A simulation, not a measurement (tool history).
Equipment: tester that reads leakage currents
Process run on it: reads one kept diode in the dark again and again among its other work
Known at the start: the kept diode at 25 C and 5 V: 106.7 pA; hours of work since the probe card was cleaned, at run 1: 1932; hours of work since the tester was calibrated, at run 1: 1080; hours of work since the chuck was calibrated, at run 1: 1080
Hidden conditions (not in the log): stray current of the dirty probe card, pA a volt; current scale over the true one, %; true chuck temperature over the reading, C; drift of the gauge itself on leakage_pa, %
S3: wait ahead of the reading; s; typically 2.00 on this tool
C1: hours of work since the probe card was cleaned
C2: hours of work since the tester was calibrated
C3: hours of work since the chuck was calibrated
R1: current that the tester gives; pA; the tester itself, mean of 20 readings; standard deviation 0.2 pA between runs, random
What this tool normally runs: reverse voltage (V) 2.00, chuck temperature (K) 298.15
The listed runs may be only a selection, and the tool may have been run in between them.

run 1 hour=0.0 | reverse_voltage_(V)=2.00 chuck_temperature_(K)=298.15 S3=2.00 | C1=1932 C2=1080 C3=1080 | R1=64.25
run 2 hour=104.8 | reverse_voltage_(V)=2.00 chuck_temperature_(K)=298.15 S3=2.00 | C1=2011 C2=1159 C3=1159 | R1=64.46
run 3 hour=200.6 | reverse_voltage_(V)=2.00 chuck_temperature_(K)=298.15 S3=2.00 | C1=2083 C2=1231 C3=1231 | R1=64.90
run 4 hour=354.5 | reverse_voltage_(V)=2.00 chuck_temperature_(K)=298.15 S3=2.00 | C1=2198 C2=1346 C3=1346 | R1=64.78
-- hour=456.8 chuck's temperature calibrated
run 5 hour=549.0 | reverse_voltage_(V)=2.00 chuck_temperature_(K)=298.15 S3=2.00 | C1=2343 C2=1491 C3=69 | R1=64.60
run 6 hour=740.6 | reverse_voltage_(V)=2.00 chuck_temperature_(K)=298.15 S3=2.00 | C1=2487 C2=1635 C3=213 | R1=64.50
run 7 hour=852.7 | reverse_voltage_(V)=2.00 chuck_temperature_(K)=298.15 S3=2.00 | C1=2571 C2=1719 C3=297 | R1=64.71
run 8 hour=963.8 | reverse_voltage_(V)=2.00 chuck_temperature_(K)=298.15 S3=2.00 | C1=2654 C2=1802 C3=381 | R1=64.61
run 9 hour=1100.5 | reverse_voltage_(V)=18.02 chuck_temperature_(K)=298.15 S3=2.00 | C1=2757 C2=1905 C3=483 | R1=221.30
run 10 hour=1308.7 | reverse_voltage_(V)=18.02 chuck_temperature_(K)=298.15 S3=2.00 | C1=2913 C2=2061 C3=639 | R1=219.91
run 11 hour=1488.0 | reverse_voltage_(V)=18.02 chuck_temperature_(K)=298.15 S3=2.00 | C1=3048 C2=2196 C3=774 | R1=220.66
run 12 hour=1655.8 | reverse_voltage_(V)=18.02 chuck_temperature_(K)=298.15 S3=2.00 | C1=3174 C2=2322 C3=900 | R1=221.96
run 13 hour=1778.1 | reverse_voltage_(V)=2.79 chuck_temperature_(K)=298.15 S3=2.00 | C1=3265 C2=2413 C3=992 | R1=77.73
run 14 hour=1873.6 | reverse_voltage_(V)=2.00 chuck_temperature_(K)=298.15 S3=2.00 | C1=3337 C2=2485 C3=1063 | R1=64.63
run 15 hour=2072.5 | reverse_voltage_(V)=2.00 chuck_temperature_(K)=305.15 S3=2.00 | C1=3486 C2=2634 C3=1213 | R1=113.22
run 16 hour=2257.1 | reverse_voltage_(V)=2.00 chuck_temperature_(K)=305.15 S3=2.00 | C1=3625 C2=2773 C3=1351 | R1=112.79
-- hour=2357.1 chuck's temperature calibrated
-- hour=2419.4 probe card cleaned and baked
run 17 hour=2429.4 | reverse_voltage_(V)=2.00 chuck_temperature_(K)=298.15 S3=2.00 | C1=8 C2=2899 C3=52 | R1=64.77
run 18 hour=2645.0 | reverse_voltage_(V)=2.00 chuck_temperature_(K)=298.15 S3=2.00 | C1=169 C2=3060 C3=214 | R1=64.40
run 19 hour=2818.2 | reverse_voltage_(V)=2.00 chuck_temperature_(K)=298.15 S3=2.00 | C1=299 C2=3190 C3=344 | R1=64.38
run 20 hour=2994.7 | reverse_voltage_(V)=2.00 chuck_temperature_(K)=298.15 S3=2.00 | C1=432 C2=3323 C3=476 | R1=64.51
run 21 hour=3164.4 | reverse_voltage_(V)=3.32 chuck_temperature_(K)=328.15 S3=2.00 | C1=559 C2=3450 C3=604 | R1=809.16
run 22 hour=3259.0 | reverse_voltage_(V)=4.61 chuck_temperature_(K)=293.15 S3=2.66 | C1=630 C2=3521 C3=675 | R1=67.45
run 23 hour=3433.2 | reverse_voltage_(V)=4.93 chuck_temperature_(K)=332.15 S3=1.14 | C1=761 C2=3652 C3=805 | R1=1325.12
run 24 hour=3522.4 | reverse_voltage_(V)=3.81 chuck_temperature_(K)=299.15 S3=0.43 | C1=828 C2=3719 C3=872 | R1=102.60
run 25 hour=3694.9 | reverse_voltage_(V)=3.81 chuck_temperature_(K)=299.15 S3=0.43 | C1=957 C2=3848 C3=1002 | R1=102.65
run 26 hour=3840.5 | reverse_voltage_(V)=2.30 chuck_temperature_(K)=301.15 S3=8.38 | C1=1067 C2=3958 C3=1111 | R1=89.00
run 27 hour=4017.3 | reverse_voltage_(V)=1.50 chuck_temperature_(K)=330.15 S3=0.51 | C1=1199 C2=4091 C3=1244 | R1=598.52
run 28 hour=4116.6 | reverse_voltage_(V)=6.61 chuck_temperature_(K)=298.15 S3=5.36 | C1=1274 C2=4165 C3=1318 | R1=125.03
-- hour=4267.3 chuck's temperature calibrated
run 29 hour=4328.2 | reverse_voltage_(V)=1.71 chuck_temperature_(K)=301.15 S3=4.72 | C1=1431 C2=4322 C3=46 | R1=75.46
run 30 hour=4435.3 | reverse_voltage_(V)=2.00 chuck_temperature_(K)=307.15 S3=2.00 | C1=1512 C2=4403 C3=126 | R1=132.63
-- hour=4485.1 tester calibrated
run 31 hour=4543.9 | reverse_voltage_(V)=2.00 chuck_temperature_(K)=298.15 S3=8.82 | C1=1592 C2=44 C3=206 | R1=64.18
run 32 hour=4738.3 | reverse_voltage_(V)=15.11 chuck_temperature_(K)=298.15 S3=8.82 | C1=1738 C2=190 C3=352 | R1=196.43
run 33 hour=4901.4 | reverse_voltage_(V)=2.00 chuck_temperature_(K)=309.15 S3=2.00 | C1=1860 C2=312 C3=474 | R1=154.95
run 34 hour=5003.3 | reverse_voltage_(V)=2.00 chuck_temperature_(K)=309.15 S3=2.00 | C1=1937 C2=389 C3=551 | R1=154.02
run 35 hour=5221.2 | reverse_voltage_(V)=1.41 chuck_temperature_(K)=298.15 S3=2.00 | C1=2100 C2=553 C3=715 | R1=53.00
run 36 hour=5323.3 | reverse_voltage_(V)=15.12 chuck_temperature_(K)=306.15 S3=1.79 | C1=2177 C2=629 C3=791 | R1=378.39
run 37 hour=5501.7 | reverse_voltage_(V)=15.12 chuck_temperature_(K)=306.15 S3=1.79 | C1=2311 C2=763 C3=925 | R1=378.40
run 38 hour=5637.1 | reverse_voltage_(V)=1.95 chuck_temperature_(K)=301.15 S3=6.07 | C1=2412 C2=865 C3=1027 | R1=80.97
run 39 hour=5828.0 | reverse_voltage_(V)=3.56 chuck_temperature_(K)=298.15 S3=0.70 | C1=2556 C2=1008 C3=1170 | R1=90.24

Measured less the same run without the tool's hidden state. The same run-to-run variation is in both; the gauge's scatter may not be:
run=1 R1=+0.04
run=2 R1=+0.03
run=3 R1=+0.04
run=4 R1=+0.04
run=5 R1=+0.02
run=6 R1=+0.02
run=7 R1=+0.02
run=8 R1=+0.02
run=9 R1=+0.18
run=10 R1=+0.20
run=11 R1=+0.21
run=12 R1=+0.23
run=13 R1=+0.05
run=14 R1=+0.04
run=15 R1=+0.06
run=16 R1=+0.07
run=17 R1=+0.00
run=18 R1=+0.01
run=19 R1=+0.01
run=20 R1=+0.02
run=21 R1=+0.17
run=22 R1=+0.03
run=23 R1=+0.36
run=24 R1=+0.04
run=25 R1=+0.04
run=26 R1=+0.04
run=27 R1=+0.24
run=28 R1=+0.08
run=29 R1=+0.01
run=30 R1=+0.02
run=31 R1=+0.01
run=32 R1=+0.09
run=33 R1=+0.03
run=34 R1=+0.03
run=35 R1=+0.01
run=36 R1=+0.16
run=37 R1=+0.19
run=38 R1=+0.04
run=39 R1=+0.06
